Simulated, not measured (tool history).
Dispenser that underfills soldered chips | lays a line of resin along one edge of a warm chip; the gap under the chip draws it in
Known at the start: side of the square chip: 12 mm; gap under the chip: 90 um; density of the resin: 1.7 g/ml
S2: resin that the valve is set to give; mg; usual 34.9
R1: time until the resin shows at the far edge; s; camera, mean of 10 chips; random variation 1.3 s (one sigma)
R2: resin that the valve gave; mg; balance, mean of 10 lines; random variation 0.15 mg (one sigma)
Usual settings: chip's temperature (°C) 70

Run 1, day 0: usual settings. Result: R1 266.1 s, R2 33.09 mg.
At day 0.046: new syringe of resin.
Run 2, day 0.383: usual settings but chip's temperature (°C) 74. Result: R1 182.9 s, R2 32.86 mg.
Run 3, day 0.546: usual settings but chip's temperature (°C) 74. Result: R1 231.1 s, R2 32.87 mg.
At day 0.638: new syringe of resin.
Run 4, day 0.925: usual settings but chip's temperature (°C) 74. Result: R1 171 s, R2 32.66 mg.
Run 5, day 1.108: usual settings but chip's temperature (°C) 74. Result: R1 220.5 s, R2 32.45 mg.
At day 1.229: new syringe of resin.
Run 6, day 1.396: usual settings but chip's temperature (°C) 57. Result: R1 252.7 s, R2 32.36 mg.
Run 7, day 1.638: usual settings but S2 35.4 mg. Result: R1 232.7 s, R2 32.96 mg.
At day 1.804: new syringe of resin.
Run 8, day 1.925: usual settings. Result: R1 160 s, R2 32.17 mg.
Run 9, day 2.288: usual settings. Result: R1 259.4 s, R2 32.02 mg.
At day 2.346: dispensing valve cleaned and set on the balance.
At day 2.433: new syringe of resin.
Run 10, day 2.508: usual settings. Result: R1 146.6 s, R2 34.83 mg.
Run 11, day 2.696: usual settings but chip's temperature (°C) 72. Result: R1 173.3 s, R2 34.92 mg.
Run 12, day 2.962: usual settings. Result: R1 260.5 s, R2 34.55 mg.
At day 3.029: new syringe of resin.
Run 13, day 3.317: usual settings. Result: R1 193.6 s, R2 34.36 mg.
Run 14, day 3.496: usual settings. Result: R1 245.1 s, R2 34.39 mg.
At day 3.633: new syringe of resin.
Run 15, day 3.862: usual settings but chip's temperature (°C) 82. Result: R1 122.8 s, R2 34.23 mg.
Run 16, day 4.162: usual settings but chip's temperature (°C) 82. Result: R1 186.5 s, R2 34.05 mg.
At day 4.212: new syringe of resin.
Run 17, day 4.35: usual settings but chip's temperature (°C) 82. Result: R1 113.1 s, R2 33.86 mg.
Run 18, day 4.504: usual settings. Result: R1 199 s, R2 33.95 mg.
Run 19, day 4.671: usual settings but chip's temperature (°C) 73, S2 38.2 mg. Result: R1 224.7 s, R2 36.66 mg.
At day 4.804: new syringe of resin.
Run 20, day 4.971: usual settings but chip's temperature (°C) 58, S2 42.8 mg. Result: R1 244.6 s, R2 41.47 mg.
Run 21, day 5.296: usual settings but chip's temperature (°C) 73, S2 37.8 mg. Result: R1 235.5 s, R2 35.93 mg.
At day 5.392: new syringe of resin.
Run 22, day 5.496: usual settings but chip's temperature (°C) 73, S2 39.5 mg. Result: R1 136.4 s, R2 37.26 mg.
Run 23, day 5.717: usual settings but chip's temperature (°C) 68, S2 40.7 mg. Result: R1 212.1 s, R2 38.24 mg.
At day 5.975: new syringe of resin.
Run 24, day 6.042: usual settings but chip's temperature (°C) 69, S2 31.7 mg. Result: R1 155.7 s, R2 29.86 mg.
Run 25, day 6.225: usual settings but chip's temperature (°C) 71, S2 39.7 mg. Result: R1 175.4 s, R2 37.45 mg.
At day 6.567: new syringe of resin.
Run 26, day 6.571: usual settings but chip's temperature (°C) 73, S2 31.9 mg. Result: R1 124.1 s, R2 29.93 mg.
Run 27, day 6.788: usual settings but chip's temperature (°C) 73, S2 31.9 mg. Result: R1 164.6 s, R2 29.66 mg.
Run 28, day 7.062: usual settings but chip's temperature (°C) 73, S2 31.9 mg. Result: R1 234.4 s, R2 29.73 mg.
At day 7.158: new syringe of resin.
Run 29, day 7.317: usual settings but chip's temperature (°C) 77, S2 39.2 mg. Result: R1 135.9 s, R2 36.04 mg.
At day 7.392: dispensing valve cleaned and set on the balance.
Run 30, day 7.608: usual settings but chip's temperature (°C) 61, S2 37.6 mg. Result: R1 305.9 s, R2 37.31 mg.
At day 7.783: new syringe of resin.
Run 31, day 7.962: usual settings but chip's temperature (°C) 57, S2 38.5 mg. Result: R1 256.7 s, R2 38.19 mg.
Run 32, day 8.304: usual settings but chip's temperature (°C) 57, S2 38.5 mg. Result: R1 393.1 s, R2 38.27 mg.
At day 8.375: new syringe of resin.
Run 33, day 8.638: usual settings but chip's temperature (°C) 81, S2 34.4 mg. Result: R1 138.3 s, R2 33.83 mg.
Run 34, day 8.862: usual settings but chip's temperature (°C) 59, S2 34.3 mg. Result: R1 370.1 s, R2 33.6 mg.
At day 8.946: new syringe of resin.
Run 35, day 9.171: usual settings but chip's temperature (°C) 84, S2 40.5 mg. Result: R1 118.8 s, R2 39.02 mg.

3 ways to go on from here, each from the tool as it stands after run 35. What would each give?
At day 9.546: new syringe of resin.
Run A, day 9.546: usual settings but chip's temperature (°C) 58, S2 42.8 mg. Result: R1 ?, R2 ?.
At day 9.546: new syringe of resin.
Run B, day 9.546: usual settings but chip's temperature (°C) 65. Result: R1 ?, R2 ?.
At day 9.546: new syringe of resin.
Run C, day 9.546: usual settings but chip's temperature (°C) 74, S2 42.2 mg. Result: R1 ?, R2 ?.

run     R1     R2
  A  196.5  41.18
  B  156.8  33.68
  C  117.5  40.49
Without the tool's hidden state the same runs would have given:
run     R1     R2
  A    189  42.75
  B  150.6  34.97
  C  113.5  42.03
